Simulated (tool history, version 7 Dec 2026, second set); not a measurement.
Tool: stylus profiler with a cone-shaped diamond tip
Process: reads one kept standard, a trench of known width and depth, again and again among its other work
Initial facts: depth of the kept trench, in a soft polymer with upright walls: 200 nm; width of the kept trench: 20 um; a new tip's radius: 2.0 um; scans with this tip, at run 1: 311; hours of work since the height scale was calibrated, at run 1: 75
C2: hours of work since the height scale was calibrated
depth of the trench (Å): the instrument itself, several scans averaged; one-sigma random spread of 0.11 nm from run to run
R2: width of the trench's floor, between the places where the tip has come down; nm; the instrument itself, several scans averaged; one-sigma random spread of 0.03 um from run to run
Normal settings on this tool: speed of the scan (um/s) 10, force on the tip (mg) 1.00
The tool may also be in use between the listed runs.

{"run": 1, "day": 0.0, "speed of the scan (um/s)": 10, "force on the tip (mg)": 1.0, "scans with this tip": 311, "C2": 75, "depth of the trench (Å)": 2012.5, "R2": 18260}
{"run": 2, "day": 0.396, "speed of the scan (um/s)": 10, "force on the tip (mg)": 0.73, "scans with this tip": 327, "C2": 79, "depth of the trench (Å)": 2009.4, "R2": 18220}
{"run": 3, "day": 0.921, "speed of the scan (um/s)": 10, "force on the tip (mg)": 0.73, "scans with this tip": 350, "C2": 85, "depth of the trench (Å)": 2008.7, "R2": 18240}
{"run": 4, "day": 1.312, "speed of the scan (um/s)": 10, "force on the tip (mg)": 2.67, "scans with this tip": 366, "C2": 89, "depth of the trench (Å)": 2022.7, "R2": 18250}
{"run": 5, "day": 2.0, "speed of the scan (um/s)": 10, "force on the tip (mg)": 2.67, "scans with this tip": 395, "C2": 96, "depth of the trench (Å)": 2022.2, "R2": 18200}
{"run": 6, "day": 2.583, "speed of the scan (um/s)": 27, "force on the tip (mg)": 1.0, "scans with this tip": 420, "C2": 102, "depth of the trench (Å)": 2012.1, "R2": 18130}
{"run": 7, "day": 2.958, "speed of the scan (um/s)": 10, "force on the tip (mg)": 1.42, "scans with this tip": 436, "C2": 105, "depth of the trench (Å)": 2014.8, "R2": 18220}
{"run": 8, "day": 3.462, "speed of the scan (um/s)": 10, "force on the tip (mg)": 1.42, "scans with this tip": 457, "C2": 111, "depth of the trench (Å)": 2014.7, "R2": 18210}
{"run": 9, "day": 3.754, "speed of the scan (um/s)": 10, "force on the tip (mg)": 1.42, "scans with this tip": 469, "C2": 114, "depth of the trench (Å)": 2016.4, "R2": 18280}
{"run": 10, "day": 4.229, "speed of the scan (um/s)": 10, "force on the tip (mg)": 1.42, "scans with this tip": 489, "C2": 118, "depth of the trench (Å)": 2015.9, "R2": 18250}
{"run": 11, "day": 4.633, "speed of the scan (um/s)": 10, "force on the tip (mg)": 1.42, "scans with this tip": 506, "C2": 123, "depth of the trench (Å)": 2015.3, "R2": 18250}
{"run": 12, "day": 5.183, "speed of the scan (um/s)": 10, "force on the tip (mg)": 1.0, "scans with this tip": 529, "C2": 128, "depth of the trench (Å)": 2012.8, "R2": 18200}
{"run": 13, "day": 5.771, "speed of the scan (um/s)": 10, "force on the tip (mg)": 1.0, "scans with this tip": 554, "C2": 134, "depth of the trench (Å)": 2010.5, "R2": 18240}
{"run": 14, "day": 6.371, "speed of the scan (um/s)": 10, "force on the tip (mg)": 1.0, "scans with this tip": 580, "C2": 140, "depth of the trench (Å)": 2010.7, "R2": 18150}
{"run": 15, "day": 6.888, "speed of the scan (um/s)": 10, "force on the tip (mg)": 1.0, "scans with this tip": 602, "C2": 146, "depth of the trench (Å)": 2012.4, "R2": 18220}
{"run": 16, "day": 7.446, "speed of the scan (um/s)": 23, "force on the tip (mg)": 1.0, "scans with this tip": 625, "C2": 151, "depth of the trench (Å)": 2012.0, "R2": 18160}
{"run": 17, "day": 7.808, "speed of the scan (um/s)": 23, "force on the tip (mg)": 1.0, "scans with this tip": 640, "C2": 155, "depth of the trench (Å)": 2010.3, "R2": 18130}
{"run": 18, "day": 8.483, "speed of the scan (um/s)": 23, "force on the tip (mg)": 1.0, "scans with this tip": 669, "C2": 162, "depth of the trench (Å)": 2010.8, "R2": 18150}
{"run": 19, "day": 8.979, "speed of the scan (um/s)": 23, "force on the tip (mg)": 1.0, "scans with this tip": 690, "C2": 167, "depth of the trench (Å)": 2012.7, "R2": 18130}
{"run": 20, "day": 9.375, "speed of the scan (um/s)": 23, "force on the tip (mg)": 1.0, "scans with this tip": 706, "C2": 171, "depth of the trench (Å)": 2012.4, "R2": 18140}
{"run": 21, "day": 9.908, "speed of the scan (um/s)": 23, "force on the tip (mg)": 1.0, "scans with this tip": 729, "C2": 176, "depth of the trench (Å)": 2010.6, "R2": 18170}
{"run": 22, "day": 10.433, "speed of the scan (um/s)": 23, "force on the tip (mg)": 1.0, "scans with this tip": 751, "C2": 182, "depth of the trench (Å)": 2010.7, "R2": 18150}
{"run": 23, "day": 10.792, "speed of the scan (um/s)": 23, "force on the tip (mg)": 1.0, "scans with this tip": 766, "C2": 185, "depth of the trench (Å)": 2011.5, "R2": 18090}
{"run": 24, "day": 11.279, "speed of the scan (um/s)": 8, "force on the tip (mg)": 0.47, "scans with this tip": 787, "C2": 190, "depth of the trench (Å)": 2006.8, "R2": 18230}
{"run": 25, "day": 11.571, "speed of the scan (um/s)": 11, "force on the tip (mg)": 1.81, "scans with this tip": 799, "C2": 193, "depth of the trench (Å)": 2018.0, "R2": 18220}
{"run": 26, "day": 12.242, "speed of the scan (um/s)": 11, "force on the tip (mg)": 1.81, "scans with this tip": 827, "C2": 200, "depth of the trench (Å)": 2014.9, "R2": 18230}
{"run": 27, "day": 12.862, "speed of the scan (um/s)": 24, "force on the tip (mg)": 0.92, "scans with this tip": 854, "C2": 207, "depth of the trench (Å)": 2011.1, "R2": 18130}
{"run": 28, "day": 13.412, "speed of the scan (um/s)": 24, "force on the tip (mg)": 0.92, "scans with this tip": 877, "C2": 212, "depth of the trench (Å)": 2011.5, "R2": 18100}
{"run": 29, "day": 14.038, "speed of the scan (um/s)": 10, "force on the tip (mg)": 0.55, "scans with this tip": 903, "C2": 219, "depth of the trench (Å)": 2006.3, "R2": 18170}
{"run": 30, "day": 14.333, "speed of the scan (um/s)": 8, "force on the tip (mg)": 0.85, "scans with this tip": 916, "C2": 222, "depth of the trench (Å)": 2010.6, "R2": 18270}
{"run": 31, "day": 14.767, "speed of the scan (um/s)": 3, "force on the tip (mg)": 0.9, "scans with this tip": 934, "C2": 226, "depth of the trench (Å)": 2012.0, "R2": 18240}
{"run": 32, "day": 15.071, "speed of the scan (um/s)": 3, "force on the tip (mg)": 1.72, "scans with this tip": 947, "C2": 229, "depth of the trench (Å)": 2015.1, "R2": 18230}
{"run": 33, "day": 15.392, "speed of the scan (um/s)": 9, "force on the tip (mg)": 0.37, "scans with this tip": 960, "C2": 232, "depth of the trench (Å)": 2005.3, "R2": 18200}
{"run": 34, "day": 15.975, "speed of the scan (um/s)": 9, "force on the tip (mg)": 0.37, "scans with this tip": 985, "C2": 238, "depth of the trench (Å)": 2006.8, "R2": 18140}
{"run": 35, "day": 16.575, "speed of the scan (um/s)": 9, "force on the tip (mg)": 0.37, "scans with this tip": 1010, "C2": 245, "depth of the trench (Å)": 2004.1, "R2": 18190}
{"run": 36, "day": 17.254, "speed of the scan (um/s)": 10, "force on the tip (mg)": 1.35, "scans with this tip": 1039, "C2": 251, "depth of the trench (Å)": 2014.8, "R2": 18230}
{"run": 37, "day": 17.729, "speed of the scan (um/s)": 10, "force on the tip (mg)": 0.63, "scans with this tip": 1059, "C2": 256, "depth of the trench (Å)": 2007.3, "R2": 18180}
{"run": 38, "day": 18.35, "speed of the scan (um/s)": 34, "force on the tip (mg)": 1.0, "scans with this tip": 1085, "C2": 263, "depth of the trench (Å)": 2009.8, "R2": 18080}
{"run": 39, "day": 18.821, "speed of the scan (um/s)": 6, "force on the tip (mg)": 1.51, "scans with this tip": 1105, "C2": 268, "depth of the trench (Å)": 2014.1, "R2": 18210}
{"run": 40, "day": 19.329, "speed of the scan (um/s)": 11, "force on the tip (mg)": 1.9, "scans with this tip": 1127, "C2": 273, "depth of the trench (Å)": 2018.2, "R2": 18200}
{"run": 41, "day": 19.812, "speed of the scan (um/s)": 4, "force on the tip (mg)": 0.66, "scans with this tip": 1147, "C2": 278, "depth of the trench (Å)": 2009.0, "R2": 18220}
{"run": 42, "day": 20.217, "speed of the scan (um/s)": 5, "force on the tip (mg)": 1.14, "scans with this tip": 1164, "C2": 282, "depth of the trench (Å)": 2011.5, "R2": 18210}
{"run": 43, "day": 20.538, "speed of the scan (um/s)": 5, "force on the tip (mg)": 0.48, "scans with this tip": 1178, "C2": 285, "depth of the trench (Å)": 2006.2, "R2": 18220}
{"run": 44, "day": 21.021, "speed of the scan (um/s)": 38, "force on the tip (mg)": 0.72, "scans with this tip": 1198, "C2": 290, "depth of the trench (Å)": 2007.7, "R2": 18030}
{"run": 45, "day": 21.483, "speed of the scan (um/s)": 4, "force on the tip (mg)": 1.0, "scans with this tip": 1217, "C2": 295, "depth of the trench (Å)": 2009.9, "R2": 18170}
{"run": 46, "day": 21.879, "speed of the scan (um/s)": 4, "force on the tip (mg)": 1.0, "scans with this tip": 1234, "C2": 299, "depth of the trench (Å)": 2009.4, "R2": 18210}

Some steps in depth of the trench (Å), run to run, broken into two amounts with sign: the step expected even without the hidden condition (settings, incoming material, random variation), and the rest, left for the hidden condition together with whatever gauge scatter is not in both the measured and the hidden-condition-free result:
Hidden state present: radius of the tip, um; height scale over the true one, %; drift of the gauge itself on depth_nm, %; drift of the gauge itself on floor_um, %.
Run 2 -> 3: settings left as they were, no log entry in between. depth of the trench (Å) -0.7: hidden state -0.1, all else -0.6.
Run 3 -> 4: force on the tip (mg) 0.73 -> 2.67. depth of the trench (Å) +14.0: hidden state +0.0, all else +14.0.
Run 6 -> 7: speed of the scan (um/s) 27 -> 10, force on the tip (mg) 1.00 -> 1.42. depth of the trench (Å) +2.7: hidden state -0.1, all else +2.8.
Run 9 -> 10: settings left as they were, no log entry in between. depth of the trench (Å) -0.5: hidden state -0.1, all else -0.4.
Run 24 -> 25: speed of the scan (um/s) 8 -> 11, force on the tip (mg) 0.47 -> 1.81. depth of the trench (Å) +11.2: hidden state +0.0, all else +11.2.
Run 35 -> 36: speed of the scan (um/s) 9 -> 10, force on the tip (mg) 0.37 -> 1.35. depth of the trench (Å) +10.7: hidden state +0.0, all else +10.7.
